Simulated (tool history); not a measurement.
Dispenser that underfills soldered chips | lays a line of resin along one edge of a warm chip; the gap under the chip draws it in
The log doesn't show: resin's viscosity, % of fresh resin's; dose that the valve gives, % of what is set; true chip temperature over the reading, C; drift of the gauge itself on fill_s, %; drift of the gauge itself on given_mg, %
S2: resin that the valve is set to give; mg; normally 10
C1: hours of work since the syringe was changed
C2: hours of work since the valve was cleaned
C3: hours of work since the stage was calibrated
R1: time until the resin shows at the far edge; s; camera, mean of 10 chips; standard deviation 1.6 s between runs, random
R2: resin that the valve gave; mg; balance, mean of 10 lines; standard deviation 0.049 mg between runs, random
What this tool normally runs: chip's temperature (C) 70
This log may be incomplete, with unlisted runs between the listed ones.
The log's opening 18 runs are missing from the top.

At hour 134.1: dispensing valve cleaned and set on the balance.
At hour 137.5: new syringe of resin.
Run 19, hour 137.8: usual settings; C1 0; C2 2; C3 97. Result: R1 148.4 s, R2 10.01 mg.
Run 20, hour 145.9: usual settings but chip's temperature (C) 65, S2 10.3 mg; C1 6; C2 8; C3 102. Result: R1 247.3 s, R2 10.27 mg.
Run 21, hour 151.9: usual settings but chip's temperature (C) 65, S2 9.4 mg; C1 9; C2 11; C3 106. Result: R1 301 s, R2 9.33 mg.
At hour 153.9: new syringe of resin.
Run 22, hour 157.8: usual settings but chip's temperature (C) 84, S2 8.6 mg; C1 3; C2 15; C3 110. Result: R1 89 s, R2 8.52 mg.
Run 23, hour 162.7: usual settings but chip's temperature (C) 84, S2 10.5 mg; C1 6; C2 18; C3 113. Result: R1 100.5 s, R2 10.31 mg.
At hour 170.7: new syringe of resin.
Run 24, hour 170.9: usual settings but chip's temperature (C) 84, S2 10.5 mg; C1 0; C2 24; C3 118. Result: R1 74.8 s, R2 10.27 mg.
Run 25, hour 177.5: usual settings but chip's temperature (C) 85, S2 12.9 mg; C1 4; C2 28; C3 123. Result: R1 86.7 s, R2 12.53 mg.
At hour 187.5: new syringe of resin.
Run 26, hour 187.8: usual settings but S2 12.7 mg; C1 0; C2 35; C3 129. Result: R1 151.5 s, R2 12.33 mg.
Run 27, hour 193: usual settings but S2 10.6 mg; C1 4; C2 38; C3 133. Result: R1 178.7 s, R2 10.28 mg.
Run 28, hour 199.6: usual settings but chip's temperature (C) 68, S2 11.2 mg; C1 8; C2 42; C3 137. Result: R1 242.2 s, R2 10.82 mg.
At hour 204.1: new syringe of resin.
Run 29, hour 209.8: usual settings but chip's temperature (C) 68, S2 11.2 mg; C1 4; C2 49; C3 143. Result: R1 195.2 s, R2 10.81 mg.
Run 30, hour 216.2: usual settings but chip's temperature (C) 59, S2 10.3 mg; C1 8; C2 53; C3 148. Result: R1 381 s, R2 9.89 mg.
At hour 221.3: new syringe of resin.
Run 31, hour 221.5: usual settings but chip's temperature (C) 59, S2 10.3 mg; C1 0; C2 56; C3 151. Result: R1 259.1 s, R2 9.77 mg.
Run 32, hour 231.7: usual settings but S2 10.3 mg; C1 7; C2 63; C3 158. Result: R1 200 s, R2 9.73 mg.
At hour 237.8: new syringe of resin.
Run 33, hour 237.8: usual settings but chip's temperature (C) 57, S2 9.4 mg; C1 0; C2 67; C3 161. Result: R1 290.2 s, R2 8.85 mg.
Run 34, hour 243.3: usual settings but chip's temperature (C) 57, S2 9.4 mg; C1 4; C2 70; C3 165. Result: R1 344 s, R2 8.91 mg.
At hour 248.4: dispensing valve cleaned and set on the balance.
Run 35, hour 254.1: usual settings but chip's temperature (C) 57, S2 9.4 mg; C1 10; C2 4; C3 171. Result: R1 466.6 s, R2 9.28 mg.
At hour 255.4: new syringe of resin.
Run 36, hour 259.3: usual settings but chip's temperature (C) 57, S2 10.1 mg; C1 3; C2 7; C3 175. Result: R1 317.9 s, R2 9.95 mg.

What if the next run were any one of these 4? Each begins from the tool's condition after run 36:
Run A, hour 269.2: usual settings but chip's temperature (C) 59, S2 9.1 mg; C1 9; C2 13; C3 181. Result: R1 ?, R2 ?.
Run B, hour 269.2: usual settings but chip's temperature (C) 58, S2 12.4 mg; C1 9; C2 13; C3 181. Result: R1 ?, R2 ?.
Run C, hour 269.2: usual settings but chip's temperature (C) 82, S2 10.1 mg; C1 9; C2 13; C3 181. Result: R1 ?, R2 ?.
Run D, hour 269.2: usual settings but chip's temperature (C) 57, S2 12.4 mg; C1 9; C2 13; C3 181. Result: R1 ?, R2 ?.

run     R1     R2
  A  401.3   8.96
  B    409  12.31
  C  125.4    9.9
  D  434.5  12.27
Without the tool's unlogged condition, the same runs would have read:
run     R1     R2
  A  278.8   9.08
  B  284.7  12.48
  C   86.3  10.03
  D  302.6  12.43
